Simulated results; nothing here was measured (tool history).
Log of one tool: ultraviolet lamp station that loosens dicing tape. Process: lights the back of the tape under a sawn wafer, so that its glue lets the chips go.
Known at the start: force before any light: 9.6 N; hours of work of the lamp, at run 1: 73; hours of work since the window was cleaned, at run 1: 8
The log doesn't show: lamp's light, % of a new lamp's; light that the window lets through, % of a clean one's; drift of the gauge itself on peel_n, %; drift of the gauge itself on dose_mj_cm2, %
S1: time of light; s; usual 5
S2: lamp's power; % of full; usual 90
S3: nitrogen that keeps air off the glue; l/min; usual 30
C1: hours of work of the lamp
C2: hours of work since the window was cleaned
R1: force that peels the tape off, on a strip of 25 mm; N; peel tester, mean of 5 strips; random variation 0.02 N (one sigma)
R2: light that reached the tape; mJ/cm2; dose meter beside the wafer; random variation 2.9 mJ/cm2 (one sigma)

run,day,S1,S2,S3,C1,C2,R1,R2
1,0,5,90,30,73,8,0.974,408
2,0.588,5,90,30,81,17,0.968,412
3,1.2,5,90,30,89,25,0.967,409
4,2.325,5,90,30,105,41,1.014,404
5,3.038,5,90,30,115,51,1.022,404
6,3.738,5,99,30,125,60,0.821,441
7,4.754,3,90,30,139,75,2.324,244
8,5.562,3,90,30,150,86,2.338,241
9,6.125,3,90,30,158,94,2.357,240
10,7.283,5,60,30,174,110,2.089,264
11,8.062,5,60,30,185,121,2.068,263
12,9.229,5,60,30,201,137,2.061,265
13,10.104,5,60,30,213,149,2.114,260
14,10.854,5,60,30,224,160,2.137,266
15,11.562,5,60,30,234,169,2.112,265
16,12.167,4,90,21,242,178,1.764,316
17,12.929,4,90,21,253,188,1.78,314
18,14.092,4,90,21,269,205,1.779,314
19,15.288,8,90,48,286,221,0.349,621
20,16.604,8,90,48,304,240,0.351,616
21,17.504,10,78,30,317,252,0.37,669
22,18.8,5,91,11,335,270,1.694,388
23,19.571,6,90,30,345,281,0.782,459
24,20.796,8,90,43,362,298,0.391,604
25,21.35,7,67,17,370,306,1.307,398
26,22.171,5,68,29,382,317,1.846,292
27,23.462,2,90,56,400,335,3.587,150
28,24.621,8,97,56,416,351,0.326,651

5 ways to go on from here, each from the tool as it stands after run 28. What would each give?
A,25.767,6,66,11,432,367,?,?
B,25.767,3,81,44,432,367,?,?
C,25.767,2,62,39,432,367,?,?
D,25.767,8,68,10,432,367,?,?
E,25.767,5,65,30,432,367,?,?

run,R1,R2
A,2.24,328
B,2.639,202
C,4.835,104
D,1.328,450
E,1.997,275
Without the tool's hidden state the same runs would have given:
run,R1,R2
A,1.904,366
B,2.294,225
C,4.495,116
D,1.087,502
E,1.686,306
